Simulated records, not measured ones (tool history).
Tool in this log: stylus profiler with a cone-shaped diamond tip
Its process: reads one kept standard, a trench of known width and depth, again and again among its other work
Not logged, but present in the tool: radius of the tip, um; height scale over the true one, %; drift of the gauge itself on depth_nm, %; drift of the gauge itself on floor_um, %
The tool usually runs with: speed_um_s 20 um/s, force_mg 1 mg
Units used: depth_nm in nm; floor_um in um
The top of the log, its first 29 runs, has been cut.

run	hour	speed_um_s	force_mg	scans with this tip	hours of work since the height scale was calibrated	depth_nm	floor_um
30	922.8	53	1.92	4168	535	101.64	97.79
31	944.3	20	1.3	4287	550	101.37	97.94
32	984.2	20	2.97	4508	579	102.12	98.01
33	1017.1	22	0.66	4691	602	101.02	97.82
34	1038.8	22	0.66	4811	617	101.01	97.82
35	1073.7	30	0.54	5005	642	100.89	97.69
36	1097.1	6	0.75	5134	659	101.12	97.97
37	1121.3	6	1.89	5269	676	101.66	98.01
38	1149.2	6	0.78	5424	696	101.1	97.92
39	1188.1	6	0.78	5639	724	101.08	97.95
40	1219.2	6	0.78	5812	746	101.14	97.97
41	1241.1	6	0.78	5933	761	101.19	97.96
42	1275	22	0.66	6121	786	101.12	97.8
43	1294.9	11	1.89	6231	800	101.69	97.89
44	1318.6	11	2.15	6363	817	101.89	97.89
45	1349.9	28	1	6536	839	101.3	97.69
46	1378.5	5	1	6695	859	101.36	97.9

Alternative continuations, all from the tool just after run 46; predict every row:
A	1402.7	63	0.7	6829	876	?	?
B	1402.7	9	0.56	6829	876	?	?
C	1402.7	5	0.68	6829	876	?	?
D	1402.7	5	0.51	6829	876	?	?

run	depth_nm	floor_um
A	101.09	97.18
B	101.11	97.78
C	101.18	97.84
D	101.04	97.82
Take away the tool's hidden state, keep each run's random variation, and the runs would have read:
run	depth_nm	floor_um
A	100.64	97.84
B	100.66	98.45
C	100.73	98.5
D	100.6	98.49
